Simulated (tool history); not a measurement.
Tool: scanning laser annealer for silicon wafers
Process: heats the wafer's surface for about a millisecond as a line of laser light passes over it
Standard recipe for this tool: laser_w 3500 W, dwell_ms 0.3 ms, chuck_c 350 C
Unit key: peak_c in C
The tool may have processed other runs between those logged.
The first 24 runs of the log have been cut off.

Run 25, hour 484.5: usual settings but laser_w 3054 W, dwell_ms 0.243 ms, chuck_c 380 C. Result: peak_c 926 C.
Run 26, hour 502.3: usual settings but laser_w 3054 W, dwell_ms 0.224 ms, chuck_c 375 C. Result: peak_c 904 C.
Run 27, hour 514.8: usual settings but laser_w 3566 W. Result: peak_c 1082 C.
Run 28, hour 535.2: usual settings but chuck_c 331 C. Result: peak_c 1045 C.
Run 29, hour 560.6: usual settings but laser_w 3614 W, dwell_ms 0.251 ms, chuck_c 366 C. Result: peak_c 1060 C.
Run 30, hour 577.3: usual settings but laser_w 3614 W, dwell_ms 0.251 ms, chuck_c 366 C. Result: peak_c 1053 C.
Run 31, hour 599.7: usual settings but laser_w 3614 W, dwell_ms 0.251 ms, chuck_c 366 C. Result: peak_c 1052 C.
Run 32, hour 622.1: usual settings but laser_w 3614 W, dwell_ms 0.251 ms, chuck_c 366 C. Result: peak_c 1049 C.
Run 33, hour 632.9: usual settings but laser_w 3541 W, dwell_ms 0.223 ms, chuck_c 355 C. Result: peak_c 989 C.
Run 34, hour 644.8: usual settings but laser_w 3802 W, dwell_ms 0.253 ms, chuck_c 355 C. Result: peak_c 1084 C.
At hour 662.4: window over the wafer cleaned.
Run 35, hour 670.3: usual settings but laser_w 3515 W, chuck_c 386 C. Result: peak_c 1146 C.
Run 36, hour 696.4: usual settings but laser_w 2992 W, dwell_ms 0.266 ms, chuck_c 360 C. Result: peak_c 942 C.

Predict each of these 5 candidate next runs independently; none follows another, all start after run 36:
Run A, hour 715: usual settings but laser_w 2992 W, dwell_ms 0.223 ms, chuck_c 360 C. Result: peak_c ?.
Run B, hour 715: usual settings but laser_w 3723 W, dwell_ms 0.304 ms. Result: peak_c ?.
Run C, hour 715: usual settings but laser_w 3257 W, dwell_ms 0.277 ms. Result: peak_c ?.
Run D, hour 715: usual settings but laser_w 3599 W, dwell_ms 0.278 ms, chuck_c 332 C. Result: peak_c ?.
Run E, hour 715: usual settings but laser_w 2992 W, dwell_ms 0.266 ms, chuck_c 380 C. Result: peak_c ?.

run  peak_c
  A     900
  B    1172
  C    1012
  D    1092
  E     965
Without the tool's unlogged condition, the same runs would have read:
run  peak_c
  A     914
  B    1194
  C    1029
  D    1111
  E     980
